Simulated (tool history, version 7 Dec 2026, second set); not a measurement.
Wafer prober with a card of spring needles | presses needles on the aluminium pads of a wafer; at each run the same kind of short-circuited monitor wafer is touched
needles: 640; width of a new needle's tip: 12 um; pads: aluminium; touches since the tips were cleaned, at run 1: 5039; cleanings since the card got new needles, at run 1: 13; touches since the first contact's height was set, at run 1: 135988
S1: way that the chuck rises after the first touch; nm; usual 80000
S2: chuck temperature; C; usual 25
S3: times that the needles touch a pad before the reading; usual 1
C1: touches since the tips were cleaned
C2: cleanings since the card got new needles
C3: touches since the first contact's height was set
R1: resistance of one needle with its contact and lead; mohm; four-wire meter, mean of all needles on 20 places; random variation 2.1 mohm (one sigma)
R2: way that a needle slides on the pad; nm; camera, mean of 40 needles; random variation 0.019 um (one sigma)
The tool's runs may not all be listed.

run   hour     S1  S2  S3    C1  C2      C3   R1     R2
  1      0  80000  25   1  5039  13  135988  306  11350
      14.6  -- tips cleaned on abrasive film
  2   18.2  80000  25   1   820  14  140119  361  11290
  3   43.5  80000  25   1  6618  14  145917  351  11280
      51.6  -- tips cleaned on abrasive film
  4   68.6  80000  25   1  3892  15  151642  303  11300
  5   86.6  80000  25   3  8018  15  155768  266  11280
      88.6  -- tips cleaned on abrasive film
  6  105.4  80000  25   1  3844  16  160046  299  11240
     124.2  -- height of the first contact set anew
     126.1  -- tips cleaned on abrasive film
  7  136.7  80000  25   1  2411  17    2836  277  11440
     163.8  -- tips cleaned on abrasive film
  8  166.6  80000  25   3   649  18    9660  242  11430
  9  182.2  80000  25   3  4222  18   13233  256  11420
     198.4  -- tips cleaned on abrasive film, once more
 10  201.7  80000  25   1   766  19   17672  255  11410
 11  229.9  80000  25   1  7224  19   24130  321  11450
     236.2  -- tips cleaned on abrasive film
 12  255.5  80000  25   2  4396  20   29953  272  11420
 13  271.8  80000  25   2  8133  20   33690  286  11420
     274.7  -- tips cleaned on abrasive film
 14  295.7  80000  25   2  4807  21   39132  276  11400
 15  309.1  80000  25   2  7892  21   42217  287  11440
     313.6  -- tips cleaned on abrasive film
 16  338.4  80000  25   2  5676  22   48889  279  11370
     350.6  -- tips cleaned on abrasive film
 17  354.3  80000  27   1   832  23   52501  258  11370
 18  369.7  74000  55   2  4354  23   56023  285  10530
 19    387  74000  55   2  8327  23   59996  301  10540
     388.8  -- tips cleaned on abrasive film
 20    407  74000  55   2  4165  24   64541  290  10540
     427.3  -- tips cleaned on abrasive film
 21  433.2  72000  99   2  1354  25   70526  274  10210
 22    461  72000  99   2  7722  25   76894  309  10200
     466.5  -- tips cleaned on abrasive film
 23  484.3  80000  25   2  4079  26   82191  272  11360
 24  502.1  80000  25   2  8155  26   86267  292  11400
     504.5  -- tips cleaned on abrasive film
 25  516.5  99000  60   2  2738  27   89537  264  14080
     541.3  -- tips cleaned on abrasive film
 26  544.8  99000  60   2   800  28   95991  254  14110
 27  570.1  75000  25   1  6592  28  101783  325  10630
       579  -- tips cleaned on abrasive film
 28  600.4  75000  25   1  4904  29  108701  310  10640
     616.4  -- tips cleaned on abrasive film
 29  623.2  75000  25   1  1570  30  113905  275  10620
 30  646.7  75000  34   2  6938  30  119273  294  10640
     653.3  -- tips cleaned on abrasive film
 31  669.3  75000  34   2  3650  31  124420  283  10610
 32  687.9  75000  34   2  7909  31  128679  300  10620
     690.4  -- tips cleaned on abrasive film
 33  709.2  62000  31   2  4301  32  133532  299   8730

Forecast each of these 5 alternatives for the next run:
     727.4  -- tips cleaned on abrasive film
  A  735.6  69000  25   1  1878  33  139550   ?   ?
     727.4  -- tips cleaned on abrasive film
  B  735.6  81000  31   1  1878  33  139550   ?   ?
     727.4  -- tips cleaned on abrasive film
  C  735.6  81000  33   1  1878  33  139550   ?   ?
     727.4  -- tips cleaned on abrasive film
  D  735.6  82000  31   2  1878  33  139550   ?   ?
     727.4  -- tips cleaned on abrasive film
  E  735.6  67000  31   3  1878  33  139550   ?   ?

run   R1     R2
  A  290   9790
  B  276  11500
  C  279  11500
  D  261  11630
  E  257   9450
Without the tool's hidden state the same runs would have given:
run   R1     R2
  A  239   9910
  B  237  11620
  C  239  11620
  D  238  11750
  E  238   9580
